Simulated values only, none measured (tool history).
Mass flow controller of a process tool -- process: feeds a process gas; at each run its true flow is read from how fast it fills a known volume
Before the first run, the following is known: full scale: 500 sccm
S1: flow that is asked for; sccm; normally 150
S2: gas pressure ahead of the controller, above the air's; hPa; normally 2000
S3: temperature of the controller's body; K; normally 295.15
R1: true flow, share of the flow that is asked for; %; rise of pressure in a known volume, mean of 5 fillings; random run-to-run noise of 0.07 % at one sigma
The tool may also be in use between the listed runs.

run	hour	S1	S2	S3	R1
1	0	150	2000	295.15	97.93
2	104.8	150	2000	295.15	97.79
3	195.9	150	2000	295.15	97.87
4	251.6	150	2000	295.15	97.66
5	311.4	150	2000	295.15	97.68
6	406.7	150	2000	295.15	97.55
7	506.4	150	2000	295.15	97.47
8	557.9	68	2000	295.15	97.05
9	625	150	2000	295.15	97.54
10	725.7	150	2000	305.15	96.23
11	796	150	2000	305.15	96.45
12	852.8	150	2000	305.15	96.4
13	935.6	150	2000	305.15	96.2
14	985	150	2000	295.15	97.27
15	1032.6	150	2000	295.15	97.3
16	1088.3	150	2000	295.15	97.21
17	1195.8	150	2000	295.15	97.14
18	1267.5	150	2000	295.15	97.04
19	1348.8	150	2000	295.15	96.89
20	1409.8	150	1900	295.15	96.89
21	1460.8	150	1900	295.15	96.83
22	1513.1	150	2000	295.15	96.83
23	1563.5	150	2000	295.15	96.89
24	1638.4	150	2000	295.15	96.75
25	1703	56	1870	295.15	95.99
26	1754.9	56	1870	295.15	95.98
27	1804.8	116	1420	295.15	96.29
28	1904.4	387	2250	310.15	96.77
29	1996.9	346	1440	300.15	97.08
30	2072.9	150	1420	310.15	94.59
31	2164.6	175	2000	295.15	96.57
32	2247.8	447	1580	295.15	98.13
33	2355	60	1950	299.15	95.21
34	2425.9	317	1950	309.15	95.82
35	2529.4	411	1460	296.15	97.59
36	2576.5	456	1960	311.15	96.29
37	2640	100	1720	297.15	95.41
38	2699.7	305	2000	310.15	95.37
39	2764.4	317	1740	310.15	95.43
# hour 2796: gauge calibrated
40	2830.6	317	1740	310.15	97.27
41	2924	317	1740	310.15	97.28
42	2975.6	367	1570	307.15	97.89
43	3064.4	367	2530	307.15	98.14
44	3141.2	488	1420	311.15	98.04
45	3243.1	105	1840	311.15	95.43
46	3318	228	2000	295.15	98.07
47	3378	228	2000	295.15	98

Below are 3 alternative next runs, each starting from the tool's condition after run 47. Predict each:
A	3470.5	173	2730	297.15	?
B	3470.5	51	1670	309.15	?
C	3470.5	228	2150	295.15	?

run	R1
A	97.81
B	95.23
C	98.12
Without the tool's hidden state the same runs would have given:
run	R1
A	98.3
B	95.69
C	98.62
